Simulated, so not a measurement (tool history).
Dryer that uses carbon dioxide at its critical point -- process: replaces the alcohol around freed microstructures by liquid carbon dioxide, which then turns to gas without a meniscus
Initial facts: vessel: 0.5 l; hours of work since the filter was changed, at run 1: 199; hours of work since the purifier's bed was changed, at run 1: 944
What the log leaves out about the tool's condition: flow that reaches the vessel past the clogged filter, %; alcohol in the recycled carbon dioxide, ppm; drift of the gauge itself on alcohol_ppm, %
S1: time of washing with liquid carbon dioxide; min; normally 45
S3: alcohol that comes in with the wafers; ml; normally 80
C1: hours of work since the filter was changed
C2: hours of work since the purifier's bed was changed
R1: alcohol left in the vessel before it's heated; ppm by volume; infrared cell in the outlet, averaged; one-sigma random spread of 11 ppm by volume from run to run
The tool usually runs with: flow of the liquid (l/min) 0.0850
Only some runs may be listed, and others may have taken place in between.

{"run": 1, "hour": 0.0, "S1": 45, "flow of the liquid (l/min)": 0.085, "S3": 80, "C1": 199, "C2": 944, "R1": 913}
{"run": 2, "hour": 45.7, "S1": 45, "flow of the liquid (l/min)": 0.085, "S3": 80, "C1": 219, "C2": 964, "R1": 918}
{"run": 3, "hour": 93.3, "S1": 45, "flow of the liquid (l/min)": 0.085, "S3": 41, "C1": 241, "C2": 985, "R1": 525}
{"run": 4, "hour": 144.1, "S1": 45, "flow of the liquid (l/min)": 0.085, "S3": 41, "C1": 263, "C2": 1008, "R1": 542}
{"run": 5, "hour": 180.1, "S1": 45, "flow of the liquid (l/min)": 0.085, "S3": 80, "C1": 279, "C2": 1024, "R1": 967}
{"run": 6, "hour": 213.8, "S1": 45, "flow of the liquid (l/min)": 0.085, "S3": 80, "C1": 294, "C2": 1039, "R1": 1009}
{"run": 7, "hour": 254.9, "S1": 45, "flow of the liquid (l/min)": 0.085, "S3": 80, "C1": 312, "C2": 1057, "R1": 1046}
{"run": 8, "hour": 303.2, "S1": 45, "flow of the liquid (l/min)": 0.085, "S3": 80, "C1": 334, "C2": 1078, "R1": 1051}
{"run": 9, "hour": 358.9, "S1": 45, "flow of the liquid (l/min)": 0.085, "S3": 80, "C1": 358, "C2": 1103, "R1": 1124}
{"run": 10, "hour": 395.7, "S1": 45, "flow of the liquid (l/min)": 0.085, "S3": 80, "C1": 375, "C2": 1119, "R1": 1126}
{"hour": 433.1, "done": "inlet filter changed"}
{"run": 11, "hour": 448.5, "S1": 52, "flow of the liquid (l/min)": 0.0545, "S3": 50, "C1": 7, "C2": 1142, "R1": 1799}
{"run": 12, "hour": 473.3, "S1": 52, "flow of the liquid (l/min)": 0.0545, "S3": 50, "C1": 18, "C2": 1153, "R1": 1744}
{"run": 13, "hour": 516.9, "S1": 34, "flow of the liquid (l/min)": 0.085, "S3": 27, "C1": 37, "C2": 1173, "R1": 959}
{"run": 14, "hour": 557.4, "S1": 34, "flow of the liquid (l/min)": 0.085, "S3": 27, "C1": 55, "C2": 1190, "R1": 984}
{"run": 15, "hour": 584.9, "S1": 51, "flow of the liquid (l/min)": 0.1248, "S3": 80, "C1": 67, "C2": 1203, "R1": 129}
{"run": 16, "hour": 617.4, "S1": 51, "flow of the liquid (l/min)": 0.1248, "S3": 80, "C1": 82, "C2": 1217, "R1": 122}
{"run": 17, "hour": 671.1, "S1": 51, "flow of the liquid (l/min)": 0.1248, "S3": 80, "C1": 106, "C2": 1241, "R1": 126}
{"run": 18, "hour": 704.4, "S1": 45, "flow of the liquid (l/min)": 0.1025, "S3": 21, "C1": 120, "C2": 1256, "R1": 164}
{"run": 19, "hour": 750.3, "S1": 45, "flow of the liquid (l/min)": 0.1025, "S3": 21, "C1": 141, "C2": 1276, "R1": 163}
{"run": 20, "hour": 774.8, "S1": 45, "flow of the liquid (l/min)": 0.085, "S3": 61, "C1": 152, "C2": 1287, "R1": 709}

Alternative continuations, all from the tool just after run 20; predict every row:
{"run": "A", "hour": 798.5, "S1": 45, "flow of the liquid (l/min)": 0.0958, "S3": 61, "C1": 162, "C2": 1297, "R1": "?"}
{"run": "B", "hour": 798.5, "S1": 45, "flow of the liquid (l/min)": 0.0545, "S3": 56, "C1": 162, "C2": 1297, "R1": "?"}
{"run": "C", "hour": 798.5, "S1": 27, "flow of the liquid (l/min)": 0.085, "S3": 92, "C1": 162, "C2": 1297, "R1": "?"}
{"run": "D", "hour": 798.5, "S1": 45, "flow of the liquid (l/min)": 0.0538, "S3": 38, "C1": 162, "C2": 1297, "R1": "?"}
{"run": "E", "hour": 798.5, "S1": 33, "flow of the liquid (l/min)": 0.1334, "S3": 80, "C1": 162, "C2": 1297, "R1": "?"}

run=A R1=411
run=B R1=3715
run=C R1=7791
run=D R1=2831
run=E R1=467
Take away the tool's hidden state, keep each run's random variation, and the runs would have read:
run=A R1=249
run=B R1=3145
run=C R1=6751
run=D R1=2379
run=E R1=290

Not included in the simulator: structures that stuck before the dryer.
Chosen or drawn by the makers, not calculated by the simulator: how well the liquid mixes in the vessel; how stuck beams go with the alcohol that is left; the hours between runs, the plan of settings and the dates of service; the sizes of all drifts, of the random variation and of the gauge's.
